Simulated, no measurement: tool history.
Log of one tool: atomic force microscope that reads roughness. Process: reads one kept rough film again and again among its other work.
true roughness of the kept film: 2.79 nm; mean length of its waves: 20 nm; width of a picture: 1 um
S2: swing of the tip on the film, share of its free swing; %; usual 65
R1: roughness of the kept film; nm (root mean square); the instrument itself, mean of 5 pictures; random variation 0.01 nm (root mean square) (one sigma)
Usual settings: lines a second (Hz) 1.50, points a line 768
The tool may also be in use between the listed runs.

Run 1, hour 0.0: usual settings. Result: R1 2.245 nm (root mean square).
Run 2, hour 17.8: usual settings. Result: R1 2.201 nm (root mean square).
Run 3, hour 35.6: usual settings but lines a second (Hz) 3.24. Result: R1 2.133 nm (root mean square).
Run 4, hour 58.0: usual settings but lines a second (Hz) 3.24. Result: R1 2.100 nm (root mean square).
Run 5, hour 78.8: usual settings but lines a second (Hz) 3.24. Result: R1 2.072 nm (root mean square).
Run 6, hour 92.9: usual settings but lines a second (Hz) 3.24. Result: R1 2.063 nm (root mean square).
Run 7, hour 108.6: usual settings but lines a second (Hz) 3.24. Result: R1 2.030 nm (root mean square).
Run 8, hour 129.7: usual settings but lines a second (Hz) 3.24. Result: R1 2.025 nm (root mean square).
Run 9, hour 157.5: usual settings but lines a second (Hz) 3.24, points a line 521. Result: R1 1.968 nm (root mean square).
Run 10, hour 170.9: usual settings but lines a second (Hz) 3.24, points a line 521. Result: R1 1.958 nm (root mean square).
Run 11, hour 198.0: usual settings but lines a second (Hz) 3.24, points a line 521. Result: R1 1.931 nm (root mean square).
Run 12, hour 211.8: usual settings but lines a second (Hz) 3.24, points a line 521. Result: R1 1.891 nm (root mean square).
At hour 231.4: new tip fitted.
Run 13, hour 239.1: usual settings but lines a second (Hz) 3.24, points a line 521. Result: R1 2.192 nm (root mean square).
Run 14, hour 255.6: usual settings but lines a second (Hz) 1.20, S2 90 %, points a line 367. Result: R1 2.112 nm (root mean square).
Run 15, hour 274.9: usual settings but lines a second (Hz) 3.01, S2 62 %, points a line 367. Result: R1 2.133 nm (root mean square).
Run 16, hour 287.2: usual settings but lines a second (Hz) 3.01, S2 62 %, points a line 367. Result: R1 2.124 nm (root mean square).
Run 17, hour 307.6: usual settings but lines a second (Hz) 3.01, S2 62 %, points a line 367. Result: R1 2.089 nm (root mean square).
Run 18, hour 320.9: usual settings but lines a second (Hz) 1.09, S2 62 %, points a line 452. Result: R1 2.136 nm (root mean square).
Run 19, hour 347.1: usual settings but lines a second (Hz) 0.58, S2 74 %, points a line 402. Result: R1 2.077 nm (root mean square).
Run 20, hour 368.9: usual settings but lines a second (Hz) 1.86, S2 83 %, points a line 972. Result: R1 1.976 nm (root mean square).
Run 21, hour 385.0: usual settings but lines a second (Hz) 0.71. Result: R1 2.069 nm (root mean square).

Forecast each of these 4 alternatives for the next run:
Run A, hour 409.6: usual settings but lines a second (Hz) 1.74, S2 57 %, points a line 319. Result: R1 ?.
Run B, hour 409.6: usual settings but lines a second (Hz) 1.28, S2 55 %, points a line 708. Result: R1 ?.
Run C, hour 409.6: usual settings but lines a second (Hz) 0.71, points a line 417. Result: R1 ?.
Run D, hour 409.6: usual settings. Result: R1 ?.

run     R1
  A  1.994
  B  2.026
  C  2.024
  D  2.006
Without the tool's hidden state the same runs would have given:
run     R1
  A  2.263
  B  2.300
  C  2.297
  D  2.278

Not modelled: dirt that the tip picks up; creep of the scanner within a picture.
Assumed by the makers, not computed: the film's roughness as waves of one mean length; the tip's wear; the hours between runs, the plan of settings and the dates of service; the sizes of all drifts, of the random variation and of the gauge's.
